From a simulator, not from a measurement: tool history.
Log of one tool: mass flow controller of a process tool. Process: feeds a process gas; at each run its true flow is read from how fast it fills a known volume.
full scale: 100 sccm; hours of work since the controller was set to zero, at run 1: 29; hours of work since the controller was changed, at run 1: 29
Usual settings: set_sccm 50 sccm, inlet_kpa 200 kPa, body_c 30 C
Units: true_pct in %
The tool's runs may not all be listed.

run    hour  set_sccm  inlet_kpa  body_c  hours of work since the controller was set to zero  hours of work since the controller was changed  true_pct
  1       0        50        200      30                                                  29                                              29     98.09
  2    86.3        50        200      30                                                  66                                              66     98.19
  3   189.3        50        200      34                                                 110                                             110     97.82
  4   253.9        23        200      34                                                 138                                             138     96.96
  5     341        23        200      34                                                 175                                             175     97.16
  6   419.2        23        200      34                                                 209                                             209     97.14
  7   468.9        50        200      30                                                 230                                             230     98.24
  8   521.3        50        200      30                                                 252                                             252     98.09
  9   575.4        50        200      30                                                 276                                             276     98.05
 10   649.7        50        200      30                                                 308                                             308     98.09
 11   765.4        50        200      30                                                 357                                             357      98.1
        777  -- controller's zero set anew
 12   869.1        50        200      30                                                  40                                             401     98.05
 13     941        50        200      30                                                  70                                             432     98.11
 14  1041.4        50        200      30                                                 113                                             475     98.24
 15  1100.9        50        200      30                                                 139                                             501     98.08
     1141.6  -- controller's zero set anew, once more
 16    1189        50        200      30                                                  20                                             538     97.97
 17  1299.9        18        146      30                                                  68                                             586     96.64
 18    1417        28        146      30                                                 118                                             636     96.97
 19  1515.9        28        146      30                                                 161                                             679     96.95
 20  1570.6        35        180      30                                                 184                                             702     97.31
 21  1692.3        59        187      24                                                 236                                             754      98.5
 22  1761.1        37        200      33                                                 266                                             784     97.32
 23  1843.3        37        200      33                                                 301                                             819     97.26
 24  1958.8        14        267      30                                                 350                                             868     97.68

4 ways to go on from here, each from the tool as it stands after run 24. What would each give?
  A  2030.9        14        267      31                                                 381                                             899         ?
  B  2030.9        50        263      30                                                 381                                             899         ?
  C  2030.9        50        272      30                                                 381                                             899         ?
  D  2030.9        50        223      30                                                 381                                             899         ?

run  true_pct
  A     97.64
  B      98.3
  C     98.47
  D     98.12
Without the tool's hidden state the same runs would have given:
run  true_pct
  A     97.53
  B     98.48
  C     98.65
  D      98.3

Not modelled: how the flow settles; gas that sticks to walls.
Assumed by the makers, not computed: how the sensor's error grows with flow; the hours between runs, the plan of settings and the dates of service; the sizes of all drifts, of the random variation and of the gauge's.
